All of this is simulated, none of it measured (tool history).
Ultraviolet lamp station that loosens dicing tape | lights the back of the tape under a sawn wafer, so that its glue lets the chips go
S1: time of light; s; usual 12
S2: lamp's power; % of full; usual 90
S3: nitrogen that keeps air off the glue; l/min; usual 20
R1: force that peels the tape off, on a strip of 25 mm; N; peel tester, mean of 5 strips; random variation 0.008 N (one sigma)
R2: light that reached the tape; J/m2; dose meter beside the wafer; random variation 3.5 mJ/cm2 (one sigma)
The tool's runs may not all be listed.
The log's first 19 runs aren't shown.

{"run": 20, "day": 43.142, "S1": 12, "S2": 90, "S3": 20, "R1": 0.324, "R2": 5810}
{"run": 21, "day": 44.938, "S1": 12, "S2": 90, "S3": 20, "R1": 0.305, "R2": 5850}
{"run": 22, "day": 46.612, "S1": 12, "S2": 90, "S3": 20, "R1": 0.314, "R2": 5780}
{"run": 23, "day": 48.312, "S1": 9, "S2": 92, "S3": 8, "R1": 0.713, "R2": 4420}
{"day": 49.667, "done": "window cleaned of glue's vapour"}
{"run": 24, "day": 51.15, "S1": 10, "S2": 74, "S3": 20, "R1": 0.619, "R2": 4010}
{"day": 53.808, "done": "lamp changed"}
{"run": 25, "day": 53.921, "S1": 10, "S2": 74, "S3": 20, "R1": 0.638, "R2": 3990}
{"run": 26, "day": 56.954, "S1": 12, "S2": 100, "S3": 16, "R1": 0.264, "R2": 6530}
{"run": 27, "day": 58.95, "S1": 12, "S2": 100, "S3": 16, "R1": 0.263, "R2": 6470}
{"run": 28, "day": 61.625, "S1": 12, "S2": 100, "S3": 16, "R1": 0.26, "R2": 6410}
{"run": 29, "day": 65.017, "S1": 12, "S2": 100, "S3": 13, "R1": 0.299, "R2": 6490}
{"run": 30, "day": 66.921, "S1": 12, "S2": 100, "S3": 13, "R1": 0.294, "R2": 6470}
{"run": 31, "day": 69.346, "S1": 12, "S2": 100, "S3": 13, "R1": 0.303, "R2": 6430}
{"run": 32, "day": 72.046, "S1": 8, "S2": 90, "S3": 10, "R1": 0.805, "R2": 3910}
{"run": 33, "day": 74.629, "S1": 8, "S2": 78, "S3": 11, "R1": 0.921, "R2": 3360}
{"day": 74.975, "done": "window cleaned of glue's vapour"}
{"run": 34, "day": 77.404, "S1": 6, "S2": 96, "S3": 26, "R1": 0.845, "R2": 3110}
{"run": 35, "day": 79.4, "S1": 12, "S2": 69, "S3": 8, "R1": 0.72, "R2": 4440}
{"run": 36, "day": 82.608, "S1": 12, "S2": 88, "S3": 22, "R1": 0.315, "R2": 5700}

Run 37 comes next. What will it give?
{"run": 37, "day": 85.408, "S1": 17, "S2": 61, "S3": 22, "R1": "?", "R2": "?"}

Run 37 gave R1 0.325 N, R2 5600 J/m2.
Without the tool's hidden state the same run would have given R1 0.324 N, R2 5610 J/m2.

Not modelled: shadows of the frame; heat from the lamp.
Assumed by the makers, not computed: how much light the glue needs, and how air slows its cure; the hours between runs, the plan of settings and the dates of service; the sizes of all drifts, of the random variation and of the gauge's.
